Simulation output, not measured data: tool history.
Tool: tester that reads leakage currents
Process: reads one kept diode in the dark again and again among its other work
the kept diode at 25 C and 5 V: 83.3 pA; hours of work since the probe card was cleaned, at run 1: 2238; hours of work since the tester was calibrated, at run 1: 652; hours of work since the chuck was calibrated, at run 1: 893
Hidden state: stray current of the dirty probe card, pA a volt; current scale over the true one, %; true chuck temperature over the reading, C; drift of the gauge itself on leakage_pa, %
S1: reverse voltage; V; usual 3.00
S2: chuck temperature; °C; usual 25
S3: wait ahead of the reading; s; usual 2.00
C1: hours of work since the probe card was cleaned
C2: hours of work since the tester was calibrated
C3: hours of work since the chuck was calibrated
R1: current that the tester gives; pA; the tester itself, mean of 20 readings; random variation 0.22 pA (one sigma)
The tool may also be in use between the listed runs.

{"run": 1, "hour": 0.0, "S1": 3.0, "S2": 25, "S3": 2.0, "C1": 2238, "C2": 652, "C3": 893, "R1": 81.54}
{"run": 2, "hour": 30.1, "S1": 3.0, "S2": 25, "S3": 2.0, "C1": 2252, "C2": 666, "C3": 906, "R1": 82.5}
{"run": 3, "hour": 50.8, "S1": 3.0, "S2": 25, "S3": 2.0, "C1": 2261, "C2": 675, "C3": 915, "R1": 82.17}
{"run": 4, "hour": 83.7, "S1": 3.0, "S2": 25, "S3": 2.0, "C1": 2275, "C2": 689, "C3": 930, "R1": 82.58}
{"run": 5, "hour": 107.7, "S1": 3.0, "S2": 25, "S3": 2.0, "C1": 2286, "C2": 700, "C3": 940, "R1": 82.7}
{"run": 6, "hour": 136.4, "S1": 3.0, "S2": 25, "S3": 2.86, "C1": 2299, "C2": 713, "C3": 953, "R1": 82.32}

The next listed run, before its measurement:
{"run": 7, "hour": 162.5, "S1": 2.63, "S2": 32, "S3": 2.94, "C1": 2310, "C2": 724, "C3": 964, "R1": "?"}

Run 7 gave R1 148.08 pA.
Without the tool's hidden state the same run would have given R1 130.53 pA.
